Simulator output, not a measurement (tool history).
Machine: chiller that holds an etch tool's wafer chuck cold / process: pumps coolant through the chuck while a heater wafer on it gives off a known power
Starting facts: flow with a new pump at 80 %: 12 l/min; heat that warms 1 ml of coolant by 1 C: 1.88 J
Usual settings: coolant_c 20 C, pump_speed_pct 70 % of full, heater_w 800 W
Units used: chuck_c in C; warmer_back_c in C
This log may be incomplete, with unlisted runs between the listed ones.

run,hour,coolant_c,pump_speed_pct,heater_w,chuck_c,warmer_back_c
1,0.0,20,70,800,27.7,2.48
2,102.6,11,70,800,18.9,2.53
3,204.6,20,70,800,28.0,2.52
4,303.0,20,73,800,27.8,2.40
5,434.3,20,89,800,26.7,2.00
6,504.8,20,89,800,26.9,2.01
7,609.4,20,89,800,26.9,2.04
8,752.6,20,89,800,27.1,2.00
9,891.2,20,89,800,27.0,2.00
10,965.0,14,89,800,21.1,2.00
11,1073.3,14,89,800,21.1,2.07
# hour 1159.2: coolant changed, channels flushed
12,1245.0,17,89,800,23.0,2.06
# hour 1254.6: chiller's thermometer calibrated
13,1407.5,17,89,800,23.0,2.03
14,1569.9,17,89,800,22.7,2.01
# hour 1608.4: chiller's thermometer calibrated, once more
15,1701.8,20,70,800,26.8,2.59
16,1839.8,23,78,800,29.3,2.35
17,1946.7,11,67,424,14.8,1.40
18,2055.3,20,87,800,26.0,2.08
19,2175.1,20,87,800,26.0,2.08
20,2278.5,26,86,800,32.0,2.10
21,2398.0,14,66,653,19.8,2.20
22,2518.6,15,91,736,20.3,1.81
23,2668.0,15,91,736,20.5,1.84
24,2819.3,15,91,736,20.2,1.82
25,2948.8,15,68,766,21.5,2.54
26,3056.5,15,68,766,21.7,2.51
27,3205.1,15,68,766,21.7,2.53
28,3334.2,15,68,766,21.9,2.54
29,3503.6,19,68,766,25.7,2.57
30,3667.9,16,70,800,23.0,2.57

Some steps in chuck_c between neighbouring runs. How much of each would the tool show without its hidden state too (settings, what came in, random variation), and how much is left for the hidden state, with any gauge scatter that isn't in both results?
The hidden state here: heat passed by the chuck's channels, % of clean ones'; flow at a given pump speed, % of a new pump's; coolant's true temperature over the reading, C; drift of the gauge itself on chuck_c, C; drift of the gauge itself on warmer_back_c, C.
Run 1 -> 2: coolant_c 20 -> 11. chuck_c -8.8 C: hidden state +0.1, all else -8.9.
Run 11 -> 12: coolant_c 14 -> 17, coolant changed, channels flushed. chuck_c +1.9 C: hidden state -1.2, all else +3.1.
Run 16 -> 17: coolant_c 23 -> 11, pump_speed_pct 78 -> 67, heater_w 800 -> 424. chuck_c -14.5 C: hidden state -0.1, all else -14.4.
Run 17 -> 18: coolant_c 11 -> 20, pump_speed_pct 67 -> 87, heater_w 424 -> 800. chuck_c +11.2 C: hidden state +0.2, all else +11.0.
Run 20 -> 21: coolant_c 26 -> 14, pump_speed_pct 86 -> 66, heater_w 800 -> 653. chuck_c -12.2 C: hidden state +0.0, all else -12.2.
